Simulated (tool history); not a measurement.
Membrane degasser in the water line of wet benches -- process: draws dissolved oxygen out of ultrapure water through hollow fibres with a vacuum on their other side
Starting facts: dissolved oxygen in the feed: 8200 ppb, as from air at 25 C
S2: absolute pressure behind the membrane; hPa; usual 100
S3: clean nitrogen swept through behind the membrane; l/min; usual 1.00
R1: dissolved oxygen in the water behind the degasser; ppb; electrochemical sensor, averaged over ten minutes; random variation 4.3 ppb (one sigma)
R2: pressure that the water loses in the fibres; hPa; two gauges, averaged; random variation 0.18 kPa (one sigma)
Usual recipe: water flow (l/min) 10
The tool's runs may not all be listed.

{"run": 1, "day": 0.0, "water flow (l/min)": 10, "S2": 100, "S3": 1.0, "R1": 452.9, "R2": 335.5}
{"run": 2, "day": 1.475, "water flow (l/min)": 10, "S2": 100, "S3": 0.78, "R1": 500.6, "R2": 336.5}
{"run": 3, "day": 2.912, "water flow (l/min)": 10, "S2": 100, "S3": 0.78, "R1": 492.9, "R2": 338.0}
{"run": 4, "day": 4.692, "water flow (l/min)": 10, "S2": 100, "S3": 0.78, "R1": 486.4, "R2": 337.4}
{"run": 5, "day": 6.333, "water flow (l/min)": 10, "S2": 100, "S3": 0.78, "R1": 492.9, "R2": 337.0}
{"run": 6, "day": 7.462, "water flow (l/min)": 10, "S2": 100, "S3": 1.0, "R1": 452.6, "R2": 337.8}
{"run": 7, "day": 8.479, "water flow (l/min)": 10, "S2": 100, "S3": 2.46, "R1": 355.3, "R2": 336.6}
{"run": 8, "day": 9.458, "water flow (l/min)": 10, "S2": 100, "S3": 1.0, "R1": 449.0, "R2": 338.0}
{"run": 9, "day": 10.542, "water flow (l/min)": 10, "S2": 100, "S3": 1.0, "R1": 454.2, "R2": 338.5}
{"run": 10, "day": 12.454, "water flow (l/min)": 10, "S2": 100, "S3": 1.0, "R1": 453.3, "R2": 335.6}
{"run": 11, "day": 14.183, "water flow (l/min)": 10, "S2": 100, "S3": 1.0, "R1": 456.7, "R2": 339.5}
{"run": 12, "day": 15.558, "water flow (l/min)": 10, "S2": 100, "S3": 1.0, "R1": 451.9, "R2": 335.4}
{"run": 13, "day": 16.979, "water flow (l/min)": 10, "S2": 100, "S3": 1.0, "R1": 451.8, "R2": 339.6}
{"run": 14, "day": 18.529, "water flow (l/min)": 10, "S2": 168, "S3": 1.0, "R1": 600.1, "R2": 338.5}
{"day": 19.962, "done": "seals of the vacuum lines changed"}
{"run": 15, "day": 19.988, "water flow (l/min)": 10, "S2": 168, "S3": 1.0, "R1": 581.3, "R2": 334.6}
{"run": 16, "day": 21.667, "water flow (l/min)": 10, "S2": 168, "S3": 1.0, "R1": 581.0, "R2": 338.6}
{"run": 17, "day": 22.6, "water flow (l/min)": 11, "S2": 202, "S3": 1.53, "R1": 609.7, "R2": 369.9}
{"run": 18, "day": 24.1, "water flow (l/min)": 7, "S2": 91, "S3": 0.93, "R1": 251.6, "R2": 238.5}
{"run": 19, "day": 25.483, "water flow (l/min)": 7, "S2": 91, "S3": 0.6, "R1": 300.3, "R2": 238.6}
{"run": 20, "day": 27.175, "water flow (l/min)": 7, "S2": 91, "S3": 0.6, "R1": 301.7, "R2": 239.3}
{"run": 21, "day": 28.596, "water flow (l/min)": 14, "S2": 100, "S3": 2.51, "R1": 560.2, "R2": 471.3}
{"run": 22, "day": 29.846, "water flow (l/min)": 10, "S2": 100, "S3": 0.78, "R1": 476.0, "R2": 338.8}
{"day": 29.983, "done": "vacuum gauge calibrated"}
{"run": 23, "day": 31.379, "water flow (l/min)": 11, "S2": 167, "S3": 0.61, "R1": 836.2, "R2": 369.3}
{"run": 24, "day": 32.792, "water flow (l/min)": 9, "S2": 100, "S3": 1.08, "R1": 372.9, "R2": 305.3}
{"run": 25, "day": 34.229, "water flow (l/min)": 16, "S2": 72, "S3": 0.63, "R1": 786.6, "R2": 542.3}
{"run": 26, "day": 35.288, "water flow (l/min)": 16, "S2": 72, "S3": 1.07, "R1": 716.7, "R2": 543.5}
{"run": 27, "day": 36.262, "water flow (l/min)": 10, "S2": 67, "S3": 1.82, "R1": 329.1, "R2": 338.1}
{"run": 28, "day": 37.858, "water flow (l/min)": 7, "S2": 101, "S3": 2.45, "R1": 193.4, "R2": 237.0}
{"run": 29, "day": 39.629, "water flow (l/min)": 10, "S2": 100, "S3": 0.52, "R1": 566.3, "R2": 339.8}
{"run": 30, "day": 40.525, "water flow (l/min)": 10, "S2": 66, "S3": 0.93, "R1": 375.0, "R2": 337.2}
{"day": 41.404, "done": "vacuum gauge calibrated, once more"}
{"run": 31, "day": 41.417, "water flow (l/min)": 10, "S2": 247, "S3": 1.13, "R1": 684.9, "R2": 339.9}
{"run": 32, "day": 43.021, "water flow (l/min)": 10, "S2": 247, "S3": 1.13, "R1": 686.6, "R2": 339.5}

Some steps in R1 between neighbouring runs. How much of each would the tool show without its hidden state too (settings, what came in, random variation), and how much is left for the hidden state, with any gauge scatter that isn't in both results?
Hidden state at play: membrane still open, %; true pressure behind the membrane over the reading, kPa; air that leaks in behind the membrane, l/min; drift of the gauge itself on oxygen_ppb, %; drift of the gauge itself on loss_of_pressure_kpa, %.
Run 14 -> 15: seals of the vacuum lines changed. R1 -18.8 ppb: hidden state -22.8, all else +4.0.
Run 23 -> 24: water flow (l/min) 11 -> 9, S2 167 -> 100, S3 0.61 -> 1.08. R1 -463.3 ppb: hidden state -5.3, all else -458.0.
Run 24 -> 25: water flow (l/min) 9 -> 16, S2 100 -> 72, S3 1.08 -> 0.63. R1 +413.7 ppb: hidden state +12.2, all else +401.5.
Run 26 -> 27: water flow (l/min) 16 -> 10, S2 72 -> 67, S3 1.07 -> 1.82. R1 -387.6 ppb: hidden state -8.8, all else -378.8.
Run 28 -> 29: water flow (l/min) 7 -> 10, S2 101 -> 100, S3 2.45 -> 0.52. R1 +372.9 ppb: hidden state +11.8, all else +361.1.

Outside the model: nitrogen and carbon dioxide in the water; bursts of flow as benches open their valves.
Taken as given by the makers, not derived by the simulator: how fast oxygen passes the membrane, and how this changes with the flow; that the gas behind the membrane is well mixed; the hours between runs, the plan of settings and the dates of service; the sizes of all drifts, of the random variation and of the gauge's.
